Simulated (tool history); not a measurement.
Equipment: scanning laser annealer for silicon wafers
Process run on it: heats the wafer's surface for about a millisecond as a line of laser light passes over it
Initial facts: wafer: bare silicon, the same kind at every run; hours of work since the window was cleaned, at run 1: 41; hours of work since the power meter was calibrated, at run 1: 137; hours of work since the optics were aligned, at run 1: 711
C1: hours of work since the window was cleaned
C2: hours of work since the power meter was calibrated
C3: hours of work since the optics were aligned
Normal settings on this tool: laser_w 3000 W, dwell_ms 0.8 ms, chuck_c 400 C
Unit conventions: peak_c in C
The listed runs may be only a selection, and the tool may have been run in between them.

Run 1, hour 0: usual settings; C1 41; C2 137; C3 711. Result: peak_c 1218 C.
Run 2, hour 27.4: usual settings; C1 53; C2 149; C3 723. Result: peak_c 1220 C.
Run 3, hour 47.1: usual settings; C1 62; C2 158; C3 732. Result: peak_c 1221 C.
Run 4, hour 72.4: usual settings; C1 73; C2 169; C3 743. Result: peak_c 1217 C.
Run 5, hour 103.6: usual settings but laser_w 2985 W; C1 87; C2 183; C3 757. Result: peak_c 1214 C.
Run 6, hour 119: usual settings but laser_w 2985 W; C1 94; C2 190; C3 764. Result: peak_c 1217 C.
Run 7, hour 143.5: usual settings but laser_w 2985 W; C1 105; C2 201; C3 775. Result: peak_c 1214 C.
Run 8, hour 156.9: usual settings but laser_w 2985 W; C1 111; C2 207; C3 781. Result: peak_c 1215 C.
Run 9, hour 176.2: usual settings but laser_w 2985 W; C1 119; C2 215; C3 789. Result: peak_c 1215 C.
Run 10, hour 193.9: usual settings but chuck_c 433 C; C1 127; C2 223; C3 797. Result: peak_c 1253 C.
Run 11, hour 220.6: usual settings but laser_w 2891 W; C1 139; C2 235; C3 809. Result: peak_c 1179 C.
Run 12, hour 244.6: usual settings but dwell_ms 0.677 ms, chuck_c 404 C; C1 150; C2 246; C3 820. Result: peak_c 1162 C.
Run 13, hour 261.2: usual settings but laser_w 2580 W, dwell_ms 0.821 ms; C1 157; C2 253; C3 827. Result: peak_c 1081 C.
Run 14, hour 277.6: usual settings but dwell_ms 0.941 ms, chuck_c 377 C; C1 164; C2 261; C3 834. Result: peak_c 1262 C.

Predict the results of run 15:
Run 15, hour 295.9: usual settings but dwell_ms 0.941 ms, chuck_c 377 C; C1 172; C2 269; C3 842. Result: peak_c ?.

Run 15 gave peak_c 1259 C.
Had the tool carried no hidden state, the very same run would have given peak_c 1259 C.
